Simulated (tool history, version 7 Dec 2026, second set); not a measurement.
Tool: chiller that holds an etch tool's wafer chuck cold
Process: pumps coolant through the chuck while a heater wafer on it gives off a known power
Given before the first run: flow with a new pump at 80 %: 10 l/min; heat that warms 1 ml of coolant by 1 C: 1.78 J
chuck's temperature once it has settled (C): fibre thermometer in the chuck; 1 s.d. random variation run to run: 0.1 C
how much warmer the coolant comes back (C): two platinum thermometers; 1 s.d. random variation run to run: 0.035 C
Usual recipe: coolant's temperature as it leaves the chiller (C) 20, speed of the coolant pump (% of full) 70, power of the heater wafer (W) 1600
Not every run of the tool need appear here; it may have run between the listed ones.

run    hour  coolant's temperature as it leaves the chiller (C)  speed of the coolant pump (% of full)  power of the heater wafer (W)  chuck's temperature once it has settled (C)  how much warmer the coolant comes back (C)
  1       0                                                  20                                     70                           1600                                         37.1                                        6.48
  2    87.1                                                  20                                     70                           1600                                         37.1                                         6.5
  3   190.9                                                  20                                     70                           1600                                           37                                        6.51
  4   282.5                                                  20                                     70                           1600                                         37.1                                        6.48
  5   359.3                                                  20                                     70                           1600                                         37.3                                        6.53
  6   440.9                                                  20                                     70                           1600                                         37.2                                        6.53
  7     555                                                  20                                     70                           1949                                         41.1                                        7.93
  8   636.5                                                  20                                     70                           1600                                         37.4                                        6.53
  9   749.5                                                  20                                     87                           1600                                         34.7                                        5.27
 10   834.6                                                  20                                     70                           1600                                         37.6                                         6.6
 11   909.3                                                  20                                     70                           1600                                         37.3                                        6.56
 12   959.4                                                  20                                     70                           1600                                         37.3                                        6.59
 13  1068.1                                                  20                                     70                           1600                                         37.6                                        6.61
     1129.6  -- coolant changed, channels flushed
 14  1156.7                                                  20                                     70                           1600                                         36.2                                        6.56
     1167.2  -- chiller's thermometer calibrated
 15  1205.3                                                  20                                     70                           1600                                         36.3                                        6.64
 16  1302.7                                                  20                                     70                           2163                                         41.8                                        8.91
 17    1359                                                  11                                     70                           2065                                         31.9                                        8.54
 18  1405.6                                                  21                                     98                           2201                                         38.8                                        6.42
 19  1481.3                                                  15                                     98                            804                                         21.5                                        2.36
 20  1540.2                                                  27                                     70                           1600                                         43.5                                        6.66

What will run 21 give?
 21  1591                                                  19                                     67                           1415                                            ?                                           ?

chuck's temperature once it has settled (C): 34
how much warmer the coolant comes back (C): 6.07
The same run, on a tool lacking any hidden state, would have yielded chuck's temperature once it has settled (C) 33.2, how much warmer the coolant comes back (C) 5.68.
